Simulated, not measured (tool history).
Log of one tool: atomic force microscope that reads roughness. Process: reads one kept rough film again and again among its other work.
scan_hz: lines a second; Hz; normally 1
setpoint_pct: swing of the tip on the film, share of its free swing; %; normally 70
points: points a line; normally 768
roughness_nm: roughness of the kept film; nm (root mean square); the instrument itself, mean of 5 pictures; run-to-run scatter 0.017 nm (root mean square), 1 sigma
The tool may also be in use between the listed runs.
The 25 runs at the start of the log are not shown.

At day 56.212: new tip fitted.
Run 26, day 58.533: usual settings but setpoint_pct 57 %. Result: roughness_nm 4.068 nm (root mean square).
At day 59.517: new tip fitted.
Run 27, day 60.479: usual settings but setpoint_pct 57 %. Result: roughness_nm 4.151 nm (root mean square).
At day 62.679: new tip fitted.
Run 28, day 63.796: usual settings but setpoint_pct 57 %. Result: roughness_nm 4.173 nm (root mean square).
At day 65.817: new tip fitted.
Run 29, day 66.283: usual settings but scan_hz 0.82 Hz, setpoint_pct 82 %, points 639. Result: roughness_nm 4.067 nm (root mean square).
Run 30, day 68.383: usual settings but scan_hz 0.82 Hz, setpoint_pct 82 %, points 639. Result: roughness_nm 3.932 nm (root mean square).
At day 69.058: new tip fitted.
Run 31, day 71.283: usual settings but scan_hz 0.82 Hz, setpoint_pct 82 %, points 639. Result: roughness_nm 3.98 nm (root mean square).
At day 72.262: new tip fitted.
Run 32, day 73.154: usual settings but scan_hz 0.82 Hz, setpoint_pct 82 %, points 639. Result: roughness_nm 4.044 nm (root mean square).
At day 75.483: new tip fitted.
Run 33, day 76.088: usual settings but scan_hz 0.82 Hz, setpoint_pct 82 %, points 639. Result: roughness_nm 4.071 nm (root mean square).
At day 78.696: new tip fitted.
Run 34, day 78.696: usual settings but scan_hz 0.64 Hz, setpoint_pct 80 %. Result: roughness_nm 4.135 nm (root mean square).
Run 35, day 80.662: usual settings but scan_hz 0.64 Hz, setpoint_pct 67 %. Result: roughness_nm 4.076 nm (root mean square).
At day 81.825: new tip fitted.
Run 36, day 82.262: usual settings but scan_hz 1.54 Hz, setpoint_pct 65 %. Result: roughness_nm 4.124 nm (root mean square).
At day 84.983: new tip fitted.
Run 37, day 85.304: usual settings but scan_hz 2.62 Hz, points 286. Result: roughness_nm 3.913 nm (root mean square).
At day 88.179: new tip fitted.
Run 38, day 88.225: usual settings but scan_hz 1.19 Hz, setpoint_pct 76 %. Result: roughness_nm 4.103 nm (root mean square).
Run 39, day 90.783: usual settings but scan_hz 1.19 Hz, setpoint_pct 76 %. Result: roughness_nm 3.947 nm (root mean square).
At day 91.317: new tip fitted.
Run 40, day 93.046: usual settings but scan_hz 1.19 Hz, setpoint_pct 83 %. Result: roughness_nm 3.839 nm (root mean square).
At day 93.671: height scale calibrated on a step standard.
At day 94.521: new tip fitted.
Run 41, day 96.162: usual settings but setpoint_pct 86 %, points 869. Result: roughness_nm 3.986 nm (root mean square).
At day 97.862: new tip fitted.
Run 42, day 98.15: usual settings but scan_hz 2.43 Hz. Result: roughness_nm 4.057 nm (root mean square).
Run 43, day 99.992: usual settings but scan_hz 3.65 Hz, setpoint_pct 90 %, points 651. Result: roughness_nm 3.283 nm (root mean square).
At day 101.175: new tip fitted.
Run 44, day 102.858: usual settings but scan_hz 0.5 Hz, setpoint_pct 71 %. Result: roughness_nm 4.155 nm (root mean square).
At day 104.358: new tip fitted.
Run 45, day 105.592: usual settings but points 792. Result: roughness_nm 4.15 nm (root mean square).
At day 107.483: new tip fitted.
Run 46, day 108.546: usual settings but setpoint_pct 65 %. Result: roughness_nm 4.22 nm (root mean square).
Run 47, day 109.925: usual settings but scan_hz 0.73 Hz, points 565. Result: roughness_nm 4.101 nm (root mean square).
At day 110.654: new tip fitted.
Run 48, day 112.479: usual settings but scan_hz 0.73 Hz, setpoint_pct 57 %, points 582. Result: roughness_nm 4.189 nm (root mean square).
At day 113.796: new tip fitted.
Run 49, day 114.733: usual settings but scan_hz 0.96 Hz. Result: roughness_nm 4.179 nm (root mean square).

What if the next run were any one of these 3? Each begins from the tool's condition after run 49:
At day 117.133: new tip fitted.
Run A, day 117.446: usual settings but scan_hz 2.09 Hz, setpoint_pct 73 %, points 988. Result: roughness_nm ?.
At day 117.133: new tip fitted.
Run B, day 117.446: usual settings but scan_hz 0.62 Hz, points 714. Result: roughness_nm ?.
At day 117.133: new tip fitted.
Run C, day 117.446: usual settings but scan_hz 0.72 Hz, setpoint_pct 64 %, points 368. Result: roughness_nm ?.

run  roughness_nm
  A          4.01
  B         4.243
  C         4.257
Without the tool's hidden state the same runs would have given:
run  roughness_nm
  A         4.055
  B          4.29
  C         4.305
